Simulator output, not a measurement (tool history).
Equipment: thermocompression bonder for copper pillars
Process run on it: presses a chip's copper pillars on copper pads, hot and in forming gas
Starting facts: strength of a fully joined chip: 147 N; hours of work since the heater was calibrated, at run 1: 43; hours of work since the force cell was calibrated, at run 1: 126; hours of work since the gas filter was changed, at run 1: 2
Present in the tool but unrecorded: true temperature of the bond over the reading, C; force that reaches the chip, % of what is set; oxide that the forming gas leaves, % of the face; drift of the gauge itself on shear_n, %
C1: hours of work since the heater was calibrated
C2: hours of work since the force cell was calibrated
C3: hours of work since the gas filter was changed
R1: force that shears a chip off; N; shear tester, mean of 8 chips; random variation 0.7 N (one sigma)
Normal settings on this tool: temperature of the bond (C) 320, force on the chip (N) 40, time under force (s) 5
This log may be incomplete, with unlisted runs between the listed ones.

{"run": 1, "hour": 0.0, "temperature of the bond (C)": 320, "force on the chip (N)": 40, "time under force (s)": 5, "C1": 43, "C2": 126, "C3": 2, "R1": 78.1}
{"run": 2, "hour": 6.2, "temperature of the bond (C)": 320, "force on the chip (N)": 40, "time under force (s)": 5, "C1": 46, "C2": 129, "C3": 5, "R1": 75.4}
{"run": 3, "hour": 10.9, "temperature of the bond (C)": 320, "force on the chip (N)": 40, "time under force (s)": 5, "C1": 48, "C2": 131, "C3": 8, "R1": 75.7}
{"run": 4, "hour": 15.3, "temperature of the bond (C)": 320, "force on the chip (N)": 40, "time under force (s)": 5, "C1": 50, "C2": 133, "C3": 10, "R1": 76.2}
{"run": 5, "hour": 20.5, "temperature of the bond (C)": 320, "force on the chip (N)": 40, "time under force (s)": 5, "C1": 53, "C2": 136, "C3": 12, "R1": 77.1}
{"run": 6, "hour": 26.6, "temperature of the bond (C)": 320, "force on the chip (N)": 40, "time under force (s)": 5, "C1": 56, "C2": 139, "C3": 15, "R1": 76.3}
{"run": 7, "hour": 32.8, "temperature of the bond (C)": 320, "force on the chip (N)": 40, "time under force (s)": 5, "C1": 59, "C2": 142, "C3": 18, "R1": 75.6}
{"run": 8, "hour": 37.4, "temperature of the bond (C)": 320, "force on the chip (N)": 40, "time under force (s)": 5, "C1": 61, "C2": 144, "C3": 20, "R1": 74.9}
{"run": 9, "hour": 41.9, "temperature of the bond (C)": 320, "force on the chip (N)": 40, "time under force (s)": 5, "C1": 63, "C2": 146, "C3": 23, "R1": 75.2}
{"run": 10, "hour": 45.8, "temperature of the bond (C)": 320, "force on the chip (N)": 30, "time under force (s)": 5, "C1": 65, "C2": 148, "C3": 25, "R1": 67.5}
{"run": 11, "hour": 50.1, "temperature of the bond (C)": 320, "force on the chip (N)": 30, "time under force (s)": 5, "C1": 67, "C2": 150, "C3": 27, "R1": 67.3}
{"run": 12, "hour": 55.1, "temperature of the bond (C)": 320, "force on the chip (N)": 30, "time under force (s)": 12, "C1": 70, "C2": 153, "C3": 29, "R1": 90.2}
{"run": 13, "hour": 60.0, "temperature of the bond (C)": 320, "force on the chip (N)": 30, "time under force (s)": 12, "C1": 72, "C2": 155, "C3": 31, "R1": 88.1}
{"hour": 62.2, "done": "force cell calibrated"}
{"run": 14, "hour": 66.6, "temperature of the bond (C)": 320, "force on the chip (N)": 40, "time under force (s)": 5, "C1": 75, "C2": 2, "C3": 34, "R1": 76.5}
{"run": 15, "hour": 75.5, "temperature of the bond (C)": 320, "force on the chip (N)": 30, "time under force (s)": 5, "C1": 79, "C2": 6, "C3": 38, "R1": 66.3}
{"run": 16, "hour": 80.5, "temperature of the bond (C)": 328, "force on the chip (N)": 48, "time under force (s)": 7, "C1": 81, "C2": 9, "C3": 41, "R1": 97.2}
{"run": 17, "hour": 85.4, "temperature of the bond (C)": 328, "force on the chip (N)": 48, "time under force (s)": 7, "C1": 84, "C2": 11, "C3": 43, "R1": 99.6}
{"run": 18, "hour": 90.7, "temperature of the bond (C)": 325, "force on the chip (N)": 34, "time under force (s)": 7, "C1": 86, "C2": 14, "C3": 46, "R1": 82.9}
{"hour": 95.8, "done": "force cell calibrated, once more"}
{"run": 19, "hour": 99.3, "temperature of the bond (C)": 325, "force on the chip (N)": 46, "time under force (s)": 4, "C1": 90, "C2": 2, "C3": 49, "R1": 78.5}
{"run": 20, "hour": 106.8, "temperature of the bond (C)": 321, "force on the chip (N)": 32, "time under force (s)": 7, "C1": 93, "C2": 5, "C3": 53, "R1": 77.0}
{"run": 21, "hour": 110.8, "temperature of the bond (C)": 321, "force on the chip (N)": 32, "time under force (s)": 7, "C1": 95, "C2": 7, "C3": 55, "R1": 75.7}
{"run": 22, "hour": 118.8, "temperature of the bond (C)": 331, "force on the chip (N)": 37, "time under force (s)": 4, "C1": 99, "C2": 11, "C3": 59, "R1": 76.5}
{"run": 23, "hour": 123.9, "temperature of the bond (C)": 336, "force on the chip (N)": 41, "time under force (s)": 3, "C1": 102, "C2": 14, "C3": 61, "R1": 76.0}
{"run": 24, "hour": 128.1, "temperature of the bond (C)": 320, "force on the chip (N)": 60, "time under force (s)": 8, "C1": 104, "C2": 16, "C3": 63, "R1": 99.9}
{"run": 25, "hour": 136.5, "temperature of the bond (C)": 332, "force on the chip (N)": 37, "time under force (s)": 3, "C1": 108, "C2": 20, "C3": 67, "R1": 69.7}
{"run": 26, "hour": 144.4, "temperature of the bond (C)": 320, "force on the chip (N)": 51, "time under force (s)": 4, "C1": 112, "C2": 24, "C3": 71, "R1": 76.1}
{"run": 27, "hour": 150.2, "temperature of the bond (C)": 349, "force on the chip (N)": 42, "time under force (s)": 11, "C1": 115, "C2": 27, "C3": 74, "R1": 118.5}
{"run": 28, "hour": 156.2, "temperature of the bond (C)": 332, "force on the chip (N)": 28, "time under force (s)": 10, "C1": 118, "C2": 29, "C3": 77, "R1": 89.4}
{"run": 29, "hour": 160.4, "temperature of the bond (C)": 320, "force on the chip (N)": 40, "time under force (s)": 7, "C1": 120, "C2": 32, "C3": 79, "R1": 83.5}

3 ways to go on from here, each from the tool as it stands after run 29. What would each give?
{"run": "A", "hour": 165.5, "temperature of the bond (C)": 314, "force on the chip (N)": 44, "time under force (s)": 5, "C1": 122, "C2": 34, "C3": 81, "R1": "?"}
{"run": "B", "hour": 165.5, "temperature of the bond (C)": 350, "force on the chip (N)": 33, "time under force (s)": 5, "C1": 122, "C2": 34, "C3": 81, "R1": "?"}
{"run": "C", "hour": 165.5, "temperature of the bond (C)": 313, "force on the chip (N)": 40, "time under force (s)": 3, "C1": 122, "C2": 34, "C3": 81, "R1": "?"}

run=A R1=71.1
run=B R1=93.3
run=C R1=57.0
Without the tool's unlogged condition, the same runs would have read:
run=A R1=73.0
run=B R1=95.5
run=C R1=58.5
